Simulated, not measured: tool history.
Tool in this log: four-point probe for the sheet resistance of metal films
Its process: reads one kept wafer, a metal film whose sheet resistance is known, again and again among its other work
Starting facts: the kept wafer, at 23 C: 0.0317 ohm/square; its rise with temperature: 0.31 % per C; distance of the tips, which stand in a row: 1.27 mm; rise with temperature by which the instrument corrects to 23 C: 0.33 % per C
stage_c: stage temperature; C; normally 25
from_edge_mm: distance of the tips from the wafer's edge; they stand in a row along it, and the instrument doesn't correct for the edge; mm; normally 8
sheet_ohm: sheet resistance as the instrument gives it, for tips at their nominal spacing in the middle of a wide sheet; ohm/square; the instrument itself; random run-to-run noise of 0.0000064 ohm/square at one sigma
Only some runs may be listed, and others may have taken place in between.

run	hour	stage_c	from_edge_mm	sheet_ohm
1	0.0	25	8	0.032193
2	74.0	28	8	0.032187
3	158.5	28	8	0.032181
4	222.4	28	8	0.032171
5	329.3	21	8	0.032225
6	376.7	30	8	0.032174
7	436.1	30	8	0.032187
8	519.0	23	8	0.032213
9	571.1	23	8	0.032219
10	617.1	25	8	0.032211
11	717.4	25	11	0.032016
12	772.0	25	8	0.032217
13	824.5	25	8	0.032216
14	897.3	25	7	0.032359
15	942.3	25	8	0.032210
16	993.5	25	8	0.032248
17	1038.6	25	8	0.032230
18	1093.2	21	8	0.032246
19	1187.7	21	8	0.032251
20	1233.6	21	8	0.032267
21	1322.5	25	8	0.032252
# hour 1366.5: stage's thermometer calibrated
22	1404.4	25	8	0.032365
23	1451.5	25	8	0.032368
24	1555.2	28	27	0.031959
25	1616.1	19	42	0.031993
26	1697.6	19	42	0.032002
27	1779.7	29	8	0.032356
28	1868.4	27	31	0.031972
29	1937.9	27	31	0.031969
30	2008.3	22	31	0.032009
31	2081.6	27	27	0.031989

Run 32, settings as shown, results not yet in. Your forecast:
32	2175.0	18	47	?

{"run 32": {"sheet_ohm": 0.032017}}
The same run, on a tool lacking any hidden state, would have yielded sheet_ohm 0.031737 ohm/square.
